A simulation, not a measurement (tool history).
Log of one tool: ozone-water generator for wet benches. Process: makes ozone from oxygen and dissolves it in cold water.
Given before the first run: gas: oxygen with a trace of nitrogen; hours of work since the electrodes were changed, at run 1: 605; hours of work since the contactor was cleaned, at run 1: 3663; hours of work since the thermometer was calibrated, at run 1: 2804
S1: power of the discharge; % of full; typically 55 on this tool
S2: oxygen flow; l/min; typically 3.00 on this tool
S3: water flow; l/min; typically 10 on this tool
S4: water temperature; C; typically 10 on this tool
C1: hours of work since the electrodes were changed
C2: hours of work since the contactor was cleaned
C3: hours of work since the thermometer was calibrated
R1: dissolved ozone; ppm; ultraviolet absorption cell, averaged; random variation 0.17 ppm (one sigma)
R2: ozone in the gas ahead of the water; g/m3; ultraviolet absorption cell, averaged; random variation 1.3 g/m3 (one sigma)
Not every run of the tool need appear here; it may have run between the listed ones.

{"run": 1, "hour": 0.0, "S1": 55, "S2": 3.0, "S3": 10, "S4": 10, "C1": 605, "C2": 3663, "C3": 2804, "R1": 21.9, "R2": 229.3}
{"run": 2, "hour": 150.2, "S1": 55, "S2": 3.0, "S3": 10, "S4": 8, "C1": 700, "C2": 3758, "C3": 2899, "R1": 22.8, "R2": 227.6}
{"run": 3, "hour": 294.6, "S1": 55, "S2": 3.0, "S3": 10, "S4": 16, "C1": 791, "C2": 3849, "C3": 2990, "R1": 19.8, "R2": 227.7}
{"hour": 356.7, "done": "water thermometer calibrated"}
{"run": 4, "hour": 432.4, "S1": 55, "S2": 3.0, "S3": 10, "S4": 10, "C1": 878, "C2": 3936, "C3": 48, "R1": 22.1, "R2": 228.5}
{"run": 5, "hour": 632.1, "S1": 55, "S2": 3.0, "S3": 10, "S4": 10, "C1": 1004, "C2": 4062, "C3": 174, "R1": 21.5, "R2": 227.3}
{"hour": 746.0, "done": "contactor cleaned"}
{"run": 6, "hour": 775.6, "S1": 55, "S2": 3.0, "S3": 10, "S4": 10, "C1": 1092, "C2": 19, "C3": 262, "R1": 23.5, "R2": 228.8}
{"run": 7, "hour": 920.7, "S1": 55, "S2": 3.0, "S3": 10, "S4": 10, "C1": 1183, "C2": 110, "C3": 353, "R1": 23.5, "R2": 227.3}
{"run": 8, "hour": 1076.3, "S1": 55, "S2": 3.0, "S3": 10, "S4": 10, "C1": 1281, "C2": 208, "C3": 451, "R1": 22.9, "R2": 225.2}
{"run": 9, "hour": 1209.2, "S1": 55, "S2": 3.0, "S3": 10, "S4": 10, "C1": 1365, "C2": 292, "C3": 535, "R1": 23.3, "R2": 227.9}
{"run": 10, "hour": 1364.7, "S1": 55, "S2": 3.0, "S3": 10, "S4": 10, "C1": 1463, "C2": 390, "C3": 633, "R1": 23.3, "R2": 224.1}
{"run": 11, "hour": 1495.7, "S1": 55, "S2": 3.0, "S3": 10, "S4": 10, "C1": 1546, "C2": 473, "C3": 716, "R1": 22.9, "R2": 226.8}
{"run": 12, "hour": 1671.4, "S1": 55, "S2": 3.0, "S3": 10, "S4": 10, "C1": 1656, "C2": 584, "C3": 826, "R1": 23.0, "R2": 224.9}
{"run": 13, "hour": 1824.3, "S1": 99, "S2": 3.0, "S3": 10, "S4": 16, "C1": 1753, "C2": 680, "C3": 923, "R1": 29.2, "R2": 317.1}
{"run": 14, "hour": 2006.7, "S1": 45, "S2": 3.37, "S3": 12, "S4": 10, "C1": 1868, "C2": 795, "C3": 1038, "R1": 17.8, "R2": 194.7}
{"run": 15, "hour": 2105.6, "S1": 45, "S2": 3.37, "S3": 8, "S4": 5, "C1": 1930, "C2": 857, "C3": 1100, "R1": 27.5, "R2": 192.7}
{"run": 16, "hour": 2261.3, "S1": 66, "S2": 1.69, "S3": 8, "S4": 5, "C1": 2028, "C2": 956, "C3": 1198, "R1": 27.5, "R2": 294.0}
{"run": 17, "hour": 2345.5, "S1": 66, "S2": 1.69, "S3": 8, "S4": 5, "C1": 2082, "C2": 1009, "C3": 1252, "R1": 27.0, "R2": 296.4}
{"run": 18, "hour": 2473.4, "S1": 83, "S2": 1.69, "S3": 8, "S4": 16, "C1": 2162, "C2": 1089, "C3": 1332, "R1": 27.6, "R2": 337.7}
{"run": 19, "hour": 2569.6, "S1": 83, "S2": 2.24, "S3": 16, "S4": 12, "C1": 2223, "C2": 1150, "C3": 1393, "R1": 15.8, "R2": 310.5}
{"run": 20, "hour": 2675.9, "S1": 83, "S2": 2.24, "S3": 16, "S4": 12, "C1": 2290, "C2": 1217, "C3": 1460, "R1": 15.7, "R2": 307.1}

Pick out some run-to-run changes in R1. Of each, how much would a tool without hidden state show as well, from the settings, what came in and chance, and how much is left for the hidden state and any gauge scatter not in both results compared?
Hidden state present: yield of the discharge, % of new electrodes'; contactor's efficiency, % of a clean one's; true water temperature over the reading, C; drift of the gauge itself on ozone_ppm, %; drift of the gauge itself on gas_g_m3, %.
Run 5 -> 6: contactor cleaned. R1 +2.0 ppm: hidden state +1.5, all else +0.5.
Run 13 -> 14: S1 99 -> 45, S2 3.00 -> 3.37, S3 10 -> 12, S4 16 -> 10. R1 -11.4 ppm: hidden state +0.7, all else -12.1.
Run 18 -> 19: S2 1.69 -> 2.24, S3 8 -> 16, S4 16 -> 12. R1 -11.8 ppm: hidden state +0.6, all else -12.4.

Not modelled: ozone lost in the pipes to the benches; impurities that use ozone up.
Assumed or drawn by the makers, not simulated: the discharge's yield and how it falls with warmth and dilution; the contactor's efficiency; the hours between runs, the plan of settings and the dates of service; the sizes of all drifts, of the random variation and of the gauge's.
